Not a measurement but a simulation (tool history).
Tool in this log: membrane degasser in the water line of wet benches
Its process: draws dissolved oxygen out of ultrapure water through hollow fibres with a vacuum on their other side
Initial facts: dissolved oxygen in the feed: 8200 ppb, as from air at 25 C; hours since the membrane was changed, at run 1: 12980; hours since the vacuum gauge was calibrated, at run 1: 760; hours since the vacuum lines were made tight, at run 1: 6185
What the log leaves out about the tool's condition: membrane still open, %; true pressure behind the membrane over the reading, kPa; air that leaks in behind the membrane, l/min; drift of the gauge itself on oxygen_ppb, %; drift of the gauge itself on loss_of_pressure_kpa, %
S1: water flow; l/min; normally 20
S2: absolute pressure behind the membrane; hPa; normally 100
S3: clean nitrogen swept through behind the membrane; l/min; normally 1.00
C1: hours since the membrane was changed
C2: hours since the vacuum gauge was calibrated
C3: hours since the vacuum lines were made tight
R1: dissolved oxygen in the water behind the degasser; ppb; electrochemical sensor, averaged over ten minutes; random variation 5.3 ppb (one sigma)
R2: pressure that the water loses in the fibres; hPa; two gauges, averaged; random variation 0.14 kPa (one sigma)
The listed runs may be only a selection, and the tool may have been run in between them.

run,hour,S1,S2,S3,C1,C2,C3,R1,R2
1,0.0,20,100,1.00,12980,760,6185,662.0,309.1
2,147.5,22,100,1.00,13127,908,6333,768.9,339.3
3,375.4,22,100,1.00,13355,1136,6561,765.9,342.0
4,532.7,20,77,1.00,13512,1293,6718,580.1,308.3
5,838.7,20,77,0.83,13819,1599,7024,607.5,309.9
6,1196.3,20,100,1.00,14176,1957,7381,667.6,310.9
7,1369.1,20,100,1.00,14349,2130,7554,672.5,311.4
8,1575.8,20,100,1.00,14556,2336,7761,670.5,310.9
9,1734.5,20,100,1.00,14714,2495,7920,675.8,310.8
10,2096.7,20,154,1.00,15077,2857,8282,878.9,312.9
11,2420.3,20,154,1.00,15400,3181,8605,884.2,312.3
# hour 2469.1: seals of the vacuum lines changed
12,2777.5,20,154,1.00,15755,3536,308,882.8,312.0
13,3096.2,20,154,1.00,16074,3855,627,877.6,313.4
14,3266.2,20,154,0.58,16244,4025,797,1150.4,313.8
15,3463.9,20,154,0.58,16442,4222,995,1158.6,315.7
16,3768.7,20,100,0.52,16747,4527,1300,884.9,313.0
17,4046.4,20,100,2.60,17024,4805,1577,532.2,315.1
# hour 4069.0: vacuum gauge calibrated
18,4375.6,20,82,0.55,17353,307,1906,764.0,314.6
19,4710.8,14,184,2.00,17688,642,2241,443.1,219.9
20,4962.3,13,98,1.00,17940,893,2493,359.3,206.1
21,5171.0,20,100,0.41,18148,1102,2701,984.7,315.5
22,5383.9,14,118,1.20,18361,1315,2914,428.7,219.9
23,5718.5,14,118,1.20,18696,1650,3249,420.7,221.1
# hour 5904.7: vacuum gauge calibrated, once more
24,5915.6,19,118,1.20,18892,11,3445,667.0,303.0
25,6277.9,17,210,1.34,19255,373,3808,784.7,270.9
# hour 6494.4: membrane cartridge changed
26,6630.8,17,129,1.34,136,722,4157,495.9,247.7
27,6934.2,30,94,1.00,440,1026,4460,1013.1,436.9
28,7108.3,17,90,1.02,614,1200,4634,439.0,248.0
29,7268.3,17,90,1.02,774,1360,4794,434.6,245.8
30,7611.5,25,188,2.01,1117,1703,5137,904.0,365.0
31,7776.0,20,234,2.12,1282,1867,5302,738.4,293.4
32,8123.1,13,65,1.86,1629,2214,5649,178.9,192.7

Selected run-to-run steps in R1, each split into two signed amounts: the part the tool would show with no hidden state at all (from settings, incoming material and random variation), and the remainder, which goes to the hidden state together with any gauge scatter not common to the measured and the hidden-state-free results:
Run 18 -> 19: S1 20 -> 14, S2 82 -> 184, S3 0.55 -> 2.00. R1 -320.9 ppb: hidden state -40.2, all else -280.7.
Run 20 -> 21: S1 13 -> 20, S2 98 -> 100, S3 1.00 -> 0.41. R1 +625.4 ppb: hidden state +46.2, all else +579.2.
Run 25 -> 26: S2 210 -> 129, membrane cartridge changed. R1 -288.8 ppb: hidden state -77.1, all else -211.7.
Run 27 -> 28: S1 30 -> 17, S2 94 -> 90, S3 1.00 -> 1.02. R1 -574.1 ppb: hidden state -0.1, all else -574.0.
Run 31 -> 32: S1 20 -> 13, S2 234 -> 65, S3 2.12 -> 1.86. R1 -559.5 ppb: hidden state -5.5, all else -554.0.

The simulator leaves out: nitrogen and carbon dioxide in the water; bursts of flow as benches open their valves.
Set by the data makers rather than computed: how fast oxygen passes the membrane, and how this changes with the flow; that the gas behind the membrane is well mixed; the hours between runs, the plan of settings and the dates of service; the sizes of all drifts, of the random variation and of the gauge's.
